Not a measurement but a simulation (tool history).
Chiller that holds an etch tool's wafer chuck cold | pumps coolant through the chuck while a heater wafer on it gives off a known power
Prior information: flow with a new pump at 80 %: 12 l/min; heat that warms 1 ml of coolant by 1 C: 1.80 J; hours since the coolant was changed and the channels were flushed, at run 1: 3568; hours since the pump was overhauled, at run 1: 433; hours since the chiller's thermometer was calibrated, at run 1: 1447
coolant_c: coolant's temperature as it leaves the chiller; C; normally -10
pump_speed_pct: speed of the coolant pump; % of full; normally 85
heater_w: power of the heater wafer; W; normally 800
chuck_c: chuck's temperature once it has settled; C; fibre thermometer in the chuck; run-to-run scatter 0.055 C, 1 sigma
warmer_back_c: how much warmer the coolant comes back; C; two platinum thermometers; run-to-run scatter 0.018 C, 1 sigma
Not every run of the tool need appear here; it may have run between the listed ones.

| run | hour | coolant_c | pump_speed_pct | heater_w | hours since the coolant was changed and the channels were flushed | hours since the pump was overhauled | hours since the chiller's thermometer was calibrated | chuck_c | warmer_back_c |
|---|---|---|---|---|---|---|---|---|---|
| 1 | 0 | -10 | 85 | 800 | 3568 | 433 | 1447 | -4.48 | 2.08 |
| 2 | 43.3 | -10 | 67 | 800 | 3611 | 476 | 1490 | -3.71 | 2.73 |
| 3 | 76.8 | -10 | 67 | 800 | 3644 | 510 | 1524 | -3.81 | 2.73 |
| 4 | 123.1 | -10 | 67 | 800 | 3691 | 556 | 1570 | -3.73 | 2.76 |
| 5 | 190.5 | -10 | 85 | 800 | 3758 | 623 | 1637 | -4.54 | 2.08 |
| 6 | 225.3 | -5 | 85 | 800 | 3793 | 658 | 1672 | 0.42 | 2.09 |
| 7 | 293.8 | -5 | 85 | 800 | 3861 | 727 | 1741 | 0.4 | 2.09 |
| 8 | 352.3 | -5 | 85 | 800 | 3920 | 785 | 1799 | 0.41 | 2.11 |
| 9 | 394.8 | -5 | 85 | 800 | 3962 | 828 | 1842 | 0.49 | 2.11 |
| 10 | 450.5 | -5 | 85 | 800 | 4018 | 883 | 1898 | 0.43 | 2.1 |
| 11 | 515.2 | -6 | 85 | 800 | 4083 | 948 | 1962 | -0.47 | 2.12 |
| 12 | 567.4 | -6 | 85 | 800 | 4135 | 1000 | 2014 | -0.58 | 2.11 |
| 13 | 629.1 | -6 | 85 | 800 | 4197 | 1062 | 2076 | -0.5 | 2.14 |
| 14 | 683.5 | -6 | 85 | 800 | 4251 | 1116 | 2131 | -0.56 | 2.09 |
| 15 | 751.4 | -5 | 85 | 800 | 4319 | 1184 | 2198 | 0.46 | 2.12 |
| 16 | 803.6 | -10 | 85 | 800 | 4371 | 1236 | 2251 | -4.41 | 2.09 |
| 17 | 846.9 | -10 | 85 | 800 | 4414 | 1280 | 2294 | -4.51 | 2.12 |
| 18 | 913.9 | -6 | 61 | 800 | 4482 | 1347 | 2361 | 0.83 | 3.05 |
| 19 | 976.5 | -6 | 61 | 800 | 4544 | 1409 | 2424 | 0.74 | 3.04 |
| 20 | 1031.8 | 0 | 65 | 425 | 4599 | 1465 | 2479 | 3.57 | 1.48 |
| 21 | 1075.1 | -19 | 85 | 1040 | 4643 | 1508 | 2522 | -11.83 | 2.81 |
| 22 | 1137 | -19 | 85 | 1040 | 4705 | 1570 | 2584 | -11.8 | 2.77 |
| 23 | 1187.7 | -7 | 90 | 418 | 4755 | 1621 | 2635 | -4.08 | 1.03 |
| 24 | 1234.5 | -7 | 90 | 418 | 4802 | 1667 | 2682 | -3.98 | 1.04 |
| 25 | 1291.6 | -7 | 90 | 418 | 4859 | 1724 | 2739 | -3.96 | 1.04 |
| 26 | 1322.4 | -7 | 90 | 418 | 4890 | 1755 | 2769 | -4.01 | 1.04 |
| 27 | 1355.6 | -12 | 73 | 1122 | 4923 | 1788 | 2803 | -3.52 | 3.53 |
| 28 | 1401.6 | -10 | 85 | 813 | 4969 | 1834 | 2849 | -4.21 | 2.2 |
| 29 | 1439.6 | -19 | 85 | 669 | 5007 | 1872 | 2887 | -14.27 | 1.8 |
| 30 | 1474.2 | -4 | 81 | 826 | 5042 | 1907 | 2921 | 1.98 | 2.29 |
| 31 | 1519.8 | -4 | 87 | 482 | 5087 | 1953 | 2967 | -0.41 | 1.24 |
| 32 | 1573.2 | -1 | 85 | 822 | 5141 | 2006 | 3020 | 4.93 | 2.2 |

Selected run-to-run steps in chuck_c, each split into two signed amounts: the part the tool would show with no hidden state at all (from settings, incoming material and random variation), and the remainder, which goes to the hidden state together with any gauge scatter not common to the measured and the hidden-state-free results:
The tool's hidden condition here consists of: heat passed by the chuck's channels, % of clean ones'; flow at a given pump speed, % of a new pump's; coolant's true temperature over the reading, C; drift of the gauge itself on chuck_c, C; drift of the gauge itself on warmer_back_c, C.
Run 20 -> 21: coolant_c 0 -> -19, pump_speed_pct 65 -> 85, heater_w 425 -> 1040. chuck_c -15.4 C: hidden state +0.19, all else -15.59.
Run 22 -> 23: coolant_c -19 -> -7, pump_speed_pct 85 -> 90, heater_w 1040 -> 418. chuck_c +7.72 C: hidden state -0.2, all else +7.92.
Run 26 -> 27: coolant_c -7 -> -12, pump_speed_pct 90 -> 73, heater_w 418 -> 1122. chuck_c +0.49 C: hidden state +0.3, all else +0.19.
Run 28 -> 29: coolant_c -10 -> -19, heater_w 813 -> 669. chuck_c -10.06 C: hidden state -0.05, all else -10.01.
Run 29 -> 30: coolant_c -19 -> -4, pump_speed_pct 85 -> 81, heater_w 669 -> 826. chuck_c +16.25 C: hidden state +0.08, all else +16.17.
